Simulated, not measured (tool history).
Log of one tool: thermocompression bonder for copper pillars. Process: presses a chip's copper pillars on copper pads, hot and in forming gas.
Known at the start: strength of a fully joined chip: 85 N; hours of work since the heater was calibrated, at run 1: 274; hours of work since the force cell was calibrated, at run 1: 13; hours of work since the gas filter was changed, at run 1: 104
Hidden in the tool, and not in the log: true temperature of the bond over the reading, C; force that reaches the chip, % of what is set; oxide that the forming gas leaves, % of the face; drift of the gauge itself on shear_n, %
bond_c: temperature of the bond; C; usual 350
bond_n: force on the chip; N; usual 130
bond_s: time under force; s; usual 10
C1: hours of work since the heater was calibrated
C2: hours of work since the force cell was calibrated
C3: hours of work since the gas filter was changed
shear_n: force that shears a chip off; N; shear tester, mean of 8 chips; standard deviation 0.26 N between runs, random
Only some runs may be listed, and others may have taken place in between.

run 1 day=0.000 | bond_c=350 bond_n=130 bond_s=10 | C1=274 C2=13 C3=104 | shear_n=41.5
run 2 day=0.492 | bond_c=350 bond_n=130 bond_s=10 | C1=281 C2=19 C3=111 | shear_n=41.2
run 3 day=1.154 | bond_c=350 bond_n=130 bond_s=10 | C1=289 C2=28 C3=119 | shear_n=41.3
run 4 day=1.554 | bond_c=362 bond_n=130 bond_s=10 | C1=295 C2=33 C3=125 | shear_n=44.9
run 5 day=1.879 | bond_c=362 bond_n=130 bond_s=10 | C1=299 C2=37 C3=129 | shear_n=44.8
run 6 day=2.579 | bond_c=350 bond_n=130 bond_s=10 | C1=308 C2=46 C3=138 | shear_n=41.6
run 7 day=3.221 | bond_c=350 bond_n=130 bond_s=10 | C1=316 C2=55 C3=146 | shear_n=41.4
run 8 day=3.958 | bond_c=374 bond_n=130 bond_s=10 | C1=326 C2=64 C3=156 | shear_n=48.0
run 9 day=4.508 | bond_c=374 bond_n=130 bond_s=10 | C1=333 C2=71 C3=163 | shear_n=47.8
run 10 day=4.950 | bond_c=374 bond_n=130 bond_s=10 | C1=339 C2=77 C3=169 | shear_n=47.8
run 11 day=5.488 | bond_c=370 bond_n=130 bond_s=29 | C1=346 C2=84 C3=176 | shear_n=62.9
run 12 day=6.067 | bond_c=370 bond_n=130 bond_s=29 | C1=353 C2=92 C3=183 | shear_n=64.1
run 13 day=6.738 | bond_c=336 bond_n=114 bond_s=9 | C1=362 C2=100 C3=192 | shear_n=31.9
run 14 day=7.175 | bond_c=354 bond_n=92 bond_s=9 | C1=368 C2=106 C3=198 | shear_n=30.1
run 15 day=7.783 | bond_c=354 bond_n=92 bond_s=9 | C1=376 C2=114 C3=205 | shear_n=30.1

Below are 5 alternative next runs, each starting from the tool's condition after run 15. Predict each:
run A day=8.408 | bond_c=355 bond_n=94 bond_s=5 | C1=384 C2=122 C3=214 | shear_n=?
run B day=8.408 | bond_c=354 bond_n=144 bond_s=9 | C1=384 C2=122 C3=214 | shear_n=?
run C day=8.408 | bond_c=354 bond_n=166 bond_s=15 | C1=384 C2=122 C3=214 | shear_n=?
run D day=8.408 | bond_c=354 bond_n=92 bond_s=26 | C1=384 C2=122 C3=214 | shear_n=?
run E day=8.408 | bond_c=338 bond_n=130 bond_s=10 | C1=384 C2=122 C3=214 | shear_n=?

run=A shear_n=24.3
run=B shear_n=44.7
run=C shear_n=57.9
run=D shear_n=44.5
run=E shear_n=38.4
With the hidden condition removed and each run's random variation left untouched, the same runs would have given:
run=A shear_n=24.4
run=B shear_n=44.7
run=C shear_n=57.9
run=D shear_n=44.6
run=E shear_n=38.4
